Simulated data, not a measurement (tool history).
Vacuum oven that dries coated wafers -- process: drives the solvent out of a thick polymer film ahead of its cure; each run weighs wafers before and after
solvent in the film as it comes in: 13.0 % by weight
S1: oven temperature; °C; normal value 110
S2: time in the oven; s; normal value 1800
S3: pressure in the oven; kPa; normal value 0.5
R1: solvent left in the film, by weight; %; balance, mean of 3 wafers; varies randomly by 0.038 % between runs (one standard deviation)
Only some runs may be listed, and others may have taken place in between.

run	hour	S1	S2	S3	R1
1	0	110	1800	0.5	2.24
2	81.1	110	1800	0.461	2.28
3	162.8	110	1800	0.5	2.34
# hour 190.1: oven's thermocouples calibrated
4	259.4	110	1800	0.5	2.51
5	319.5	110	1800	0.5	2.48
6	369.1	110	1800	0.348	2.49
7	449.9	110	1800	1	2.55
8	500	110	1800	0.5	2.56
9	551.7	110	1800	0.5	2.47
10	652.2	110	2400	0.5	1.53
11	758.6	110	2400	0.5	1.54
12	812	110	1800	0.97	2.45
13	890.2	110	1800	0.97	2.47
14	964.4	120	2220	0.44	0.76
15	1024.5	110	2940	0.5	0.98
16	1106	110	2940	0.5	0.94
17	1178.2	110	2940	0.5	1.07
18	1287	122	1440	0.36	1.5

What does the tool deliver on the next run?
19	1356.6	122	1440	0.36	?

R1: 1.48 %
Minus the tool's unlogged condition, the same run would have read R1 1.62 %.
